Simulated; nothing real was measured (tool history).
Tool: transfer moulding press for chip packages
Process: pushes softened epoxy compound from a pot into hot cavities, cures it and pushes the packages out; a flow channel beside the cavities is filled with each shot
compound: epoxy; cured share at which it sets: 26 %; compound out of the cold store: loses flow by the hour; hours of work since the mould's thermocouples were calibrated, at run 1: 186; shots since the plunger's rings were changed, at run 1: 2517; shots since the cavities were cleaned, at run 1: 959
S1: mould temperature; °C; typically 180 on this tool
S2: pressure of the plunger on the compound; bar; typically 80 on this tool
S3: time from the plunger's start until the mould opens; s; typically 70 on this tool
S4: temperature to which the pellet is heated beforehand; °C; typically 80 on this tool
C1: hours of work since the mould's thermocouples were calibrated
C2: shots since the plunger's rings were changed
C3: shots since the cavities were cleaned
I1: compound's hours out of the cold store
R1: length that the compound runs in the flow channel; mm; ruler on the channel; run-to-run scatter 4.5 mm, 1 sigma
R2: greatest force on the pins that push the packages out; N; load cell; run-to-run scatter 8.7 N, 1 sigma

Run 1, hour 0: usual settings; C1 186; C2 2517; C3 959; I1 24.2. Result: R1 927 mm, R2 792 N.
At hour 13.8: cavities cleaned with cleaning compound and waxed.
Run 2, hour 13.8: usual settings; C1 193; C2 2655; C3 0; I1 22.3. Result: R1 939 mm, R2 447 N.
Run 3, hour 25.7: usual settings; C1 199; C2 2790; C3 135; I1 31.3. Result: R1 889 mm, R2 509 N.
Run 4, hour 35.3: usual settings; C1 204; C2 2897; C3 242; I1 31.7. Result: R1 883 mm, R2 610 N.
Run 5, hour 42.1: usual settings; C1 207; C2 2975; C3 320; I1 45.8. Result: R1 818 mm, R2 633 N.
Run 6, hour 51.3: usual settings; C1 212; C2 3078; C3 423; I1 44.9. Result: R1 820 mm, R2 641 N.
Run 7, hour 62.3: usual settings but S3 62 s; C1 218; C2 3201; C3 546; I1 36.1. Result: R1 861 mm, R2 966 N.
Run 8, hour 71.9: usual settings but S3 62 s; C1 223; C2 3310; C3 655; I1 31.7. Result: R1 886 mm, R2 992 N.
Run 9, hour 80.1: usual settings but S3 71 s; C1 227; C2 3402; C3 747; I1 44.4. Result: R1 826 mm, R2 685 N.
Run 10, hour 91.1: usual settings but S3 71 s; C1 233; C2 3526; C3 871; I1 29.2. Result: R1 885 mm, R2 759 N.
Run 11, hour 101: usual settings but S3 71 s; C1 238; C2 3637; C3 982; I1 17.8. Result: R1 951 mm, R2 809 N.
Run 12, hour 109.2: usual settings but S3 51 s; C1 242; C2 3730; C3 1075; I1 19.8. Result: R1 940 mm, R2 1795 N.
At hour 111.8: cavities cleaned with cleaning compound and waxed.
Run 13, hour 116.7: usual settings but S3 51 s; C1 245; C2 3797; C3 55; I1 24.6. Result: R1 919 mm, R2 974 N.
Run 14, hour 121.7: usual settings but S2 83.2 bar; C1 248; C2 3853; C3 111; I1 42.6. Result: R1 846 mm, R2 473 N.
Run 15, hour 129: usual settings but S2 60.4 bar; C1 251; C2 3935; C3 193; I1 45.3. Result: R1 710 mm, R2 564 N.
Run 16, hour 140.1: usual settings but S2 70.5 bar, S3 82 s, S4 77 °C; C1 257; C2 4060; C3 318; I1 12.7. Result: R1 919 mm, R2 457 N.
Run 17, hour 146.6: usual settings but S1 186 °C, S3 89 s; C1 261; C2 4134; C3 392; I1 16.7. Result: R1 945 mm, R2 354 N.
Run 18, hour 151.7: usual settings but S1 186 °C, S3 89 s; C1 263; C2 4190; C3 448; I1 34.6. Result: R1 853 mm, R2 378 N.
Run 19, hour 157.4: usual settings but S1 177 °C, S2 67.7 bar, S3 88 s, S4 75 °C; C1 266; C2 4255; C3 513; I1 41.7. Result: R1 774 mm, R2 495 N.
Run 20, hour 166.3: usual settings but S1 177 °C, S2 67.7 bar, S3 88 s, S4 75 °C; C1 271; C2 4355; C3 613; I1 20.1. Result: R1 866 mm, R2 531 N.
Run 21, hour 173.4: usual settings but S1 183 °C, S2 65.1 bar, S3 57 s; C1 274; C2 4435; C3 693; I1 41.4. Result: R1 740 mm, R2 1019 N.
Run 22, hour 182.2: usual settings but S1 183 °C, S2 68.3 bar, S3 74 s, S4 86 °C; C1 279; C2 4534; C3 792; I1 30.5. Result: R1 801 mm, R2 534 N.
Run 23, hour 194.4: usual settings but S1 182 °C, S3 78 s; C1 285; C2 4671; C3 929; I1 18.9. Result: R1 936 mm, R2 583 N.
Run 24, hour 205.9: usual settings but S1 182 °C, S3 78 s; C1 291; C2 4801; C3 1059; I1 18.3. Result: R1 933 mm, R2 547 N.
At hour 210.5: cavities cleaned with cleaning compound and waxed.
Run 25, hour 212.7: usual settings but S1 182 °C, S3 78 s; C1 294; C2 4861; C3 25; I1 26.6. Result: R1 887 mm, R2 328 N.
Run 26, hour 224.8: usual settings but S1 182 °C, S3 78 s, S4 72 °C; C1 300; C2 4996; C3 160; I1 42.9. Result: R1 815 mm, R2 397 N.
Run 27, hour 237: usual settings but S1 182 °C, S3 78 s, S4 72 °C; C1 307; C2 5134; C3 298; I1 45.5. Result: R1 802 mm, R2 446 N.
Run 28, hour 243.4: usual settings but S1 182 °C, S3 78 s, S4 72 °C; C1 310; C2 5206; C3 370; I1 23.7. Result: R1 901 mm, R2 467 N.

Below are 4 alternative next runs, each starting from the tool's condition after run 28. Predict each:
Run A, hour 250.5: usual settings but S3 76 s; C1 313; C2 5285; C3 449; I1 15.6. Result: R1 ?, R2 ?.
Run B, hour 250.5: usual settings but S2 90.8 bar; C1 313; C2 5285; C3 449; I1 9.4. Result: R1 ?, R2 ?.
Run C, hour 250.5: usual settings but S2 63.8 bar, S3 110 s; C1 313; C2 5285; C3 449; I1 28.4. Result: R1 ?, R2 ?.
Run D, hour 250.5: usual settings but S1 177 °C, S2 94.9 bar, S4 73 °C; C1 313; C2 5285; C3 449; I1 44.2. Result: R1 ?, R2 ?.

run    R1   R2
  A   947  583
  B  1046  731
  C   791  379
  D   896  816
The same runs, with their run-to-run variation unchanged, on a tool lacking any hidden condition would have given:
run    R1   R2
  A   993  337
  B  1096  425
  C   829  234
  D   939  474
